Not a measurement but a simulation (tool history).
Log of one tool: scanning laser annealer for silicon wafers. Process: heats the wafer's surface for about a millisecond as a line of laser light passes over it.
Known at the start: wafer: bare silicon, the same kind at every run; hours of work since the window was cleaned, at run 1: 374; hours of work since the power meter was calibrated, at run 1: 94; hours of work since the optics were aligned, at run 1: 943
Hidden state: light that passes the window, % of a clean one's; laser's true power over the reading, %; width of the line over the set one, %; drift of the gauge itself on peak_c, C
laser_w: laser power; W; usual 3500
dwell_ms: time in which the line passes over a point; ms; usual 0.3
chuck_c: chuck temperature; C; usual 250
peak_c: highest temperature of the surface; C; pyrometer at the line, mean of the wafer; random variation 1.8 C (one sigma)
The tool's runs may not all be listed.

run	hour	laser_w	dwell_ms	chuck_c	hours of work since the window was cleaned	hours of work since the power meter was calibrated	hours of work since the optics were aligned	peak_c
1	0	3500	0.3	250	374	94	943	935
2	12.4	3500	0.3	250	382	102	951	933
3	25.7	3500	0.3	250	390	110	959	932
4	39.9	3500	0.3	250	400	120	968	934
5	49.7	3500	0.3	250	406	126	975	933
6	59.9	3500	0.265	250	413	133	981	889
7	72.5	3500	0.265	250	421	141	990	891
8	82.6	3500	0.265	250	427	147	996	887
9	92.5	3500	0.23	250	434	154	1003	844
10	111.9	3090	0.3	250	446	166	1015	835
# hour 127.6: window over the wafer cleaned
11	127.6	3480	0.3	250	0	175	1024	937
12	139.1	3480	0.3	226	7	183	1032	914
13	154.7	3480	0.3	226	18	193	1042	918
14	167.5	3480	0.3	226	26	201	1050	913
15	179.9	3480	0.3	226	34	209	1058	913
16	193.2	3331	0.3	250	43	218	1067	902
17	208.6	3500	0.3	250	53	228	1077	943
18	224.6	3500	0.3	250	63	238	1087	940
19	237.6	3500	0.359	250	71	247	1096	1003
20	254.3	3417	0.283	270	82	257	1106	923
# hour 258.2: laser's power meter calibrated
21	268.7	3417	0.283	270	90	7	1114	917
22	288.7	3296	0.283	276	103	20	1127	892
23	303.7	3437	0.264	283	112	30	1137	914
24	322.5	3500	0.3	261	125	42	1149	947
25	337.1	3269	0.374	246	134	51	1158	953
26	347.5	3623	0.229	277	141	58	1165	899
27	362.9	3622	0.334	256	151	68	1175	1011
# hour 371.2: laser's power meter calibrated, once more
28	374.7	3622	0.334	256	157	2	1181	1009
29	391.3	3622	0.334	256	167	13	1192	1011
30	409.1	3622	0.334	286	179	25	1203	1044
31	424.7	3622	0.334	286	189	35	1213	1041
32	442.2	3622	0.334	286	200	46	1225	1041
33	455	3037	0.235	286	209	54	1233	791
34	469.3	3212	0.379	245	218	64	1242	937
35	478.3	3211	0.312	257	224	70	1248	884
36	492.6	3103	0.284	233	233	79	1257	807

Measured less the same run without the tool's hidden state. The same run-to-run variation is in both; the gauge's scatter may not be:
run	peak_c
1	-29
2	-28
3	-29
4	-29
5	-30
6	-28
7	-29
8	-29
9	-28
10	-28
11	-17
12	-17
13	-18
14	-19
15	-19
16	-18
17	-21
18	-21
19	-23
20	-20
21	-23
22	-23
23	-23
24	-26
25	-28
26	-25
27	-31
28	-28
29	-29
30	-29
31	-30
32	-30
33	-21
34	-29
35	-27
36	-25
